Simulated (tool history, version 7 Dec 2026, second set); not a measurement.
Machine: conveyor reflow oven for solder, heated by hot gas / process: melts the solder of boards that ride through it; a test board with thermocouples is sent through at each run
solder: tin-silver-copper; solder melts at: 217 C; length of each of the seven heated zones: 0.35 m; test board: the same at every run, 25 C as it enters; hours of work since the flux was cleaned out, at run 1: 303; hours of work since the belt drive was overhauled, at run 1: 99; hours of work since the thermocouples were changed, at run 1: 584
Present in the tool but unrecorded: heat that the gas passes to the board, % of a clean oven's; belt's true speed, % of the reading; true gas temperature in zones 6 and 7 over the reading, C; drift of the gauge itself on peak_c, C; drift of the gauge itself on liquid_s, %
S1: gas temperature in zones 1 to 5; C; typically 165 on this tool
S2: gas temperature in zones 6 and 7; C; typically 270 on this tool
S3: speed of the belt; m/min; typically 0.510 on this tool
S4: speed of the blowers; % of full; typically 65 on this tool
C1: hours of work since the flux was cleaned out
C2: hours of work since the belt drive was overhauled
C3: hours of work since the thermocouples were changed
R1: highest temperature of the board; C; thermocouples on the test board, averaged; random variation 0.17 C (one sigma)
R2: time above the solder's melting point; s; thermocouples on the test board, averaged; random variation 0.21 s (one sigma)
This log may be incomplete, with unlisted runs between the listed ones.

run,hour,S1,S2,S3,S4,C1,C2,C3,R1,R2
1,0.0,165,270,0.510,65,303,99,584,254.8,60.8
2,25.7,165,270,0.510,65,316,111,596,254.7,61.0
3,61.5,165,270,0.510,65,333,129,614,254.7,60.8
4,84.3,165,270,0.510,65,344,140,625,254.9,60.9
5,115.5,150,270,0.510,65,359,155,640,252.8,54.9
6,142.4,150,270,0.510,65,372,168,653,252.7,54.6
7,169.6,165,270,0.510,65,386,182,667,255.2,61.0
8,189.4,165,270,0.510,52,395,191,676,252.3,58.3
# hour 210.3: flux residue cleaned out of gas plates and filters
9,212.0,165,270,0.510,65,1,200,685,255.1,61.3
10,230.3,165,270,0.510,65,10,209,694,254.9,60.6
11,259.9,165,270,0.510,65,24,223,708,255.0,61.2
12,296.0,165,278,0.510,65,42,241,726,262.1,65.6
13,317.8,165,278,0.510,65,52,252,736,262.1,65.4
14,335.0,170,270,0.510,65,61,260,745,255.9,63.2
15,354.1,170,270,0.510,65,70,269,754,255.6,63.5
16,385.6,170,270,0.510,65,86,285,770,255.8,63.4

Expected results for the next run?
17,417.4,158,273,0.522,77,101,300,785,?,?

Run 17 produced R1 257.9 C, R2 59.4 s.
Take away the tool's hidden state, keep the run-to-run variation as it was, and the same run would have given R1 257.8 C, R2 59.3 s.
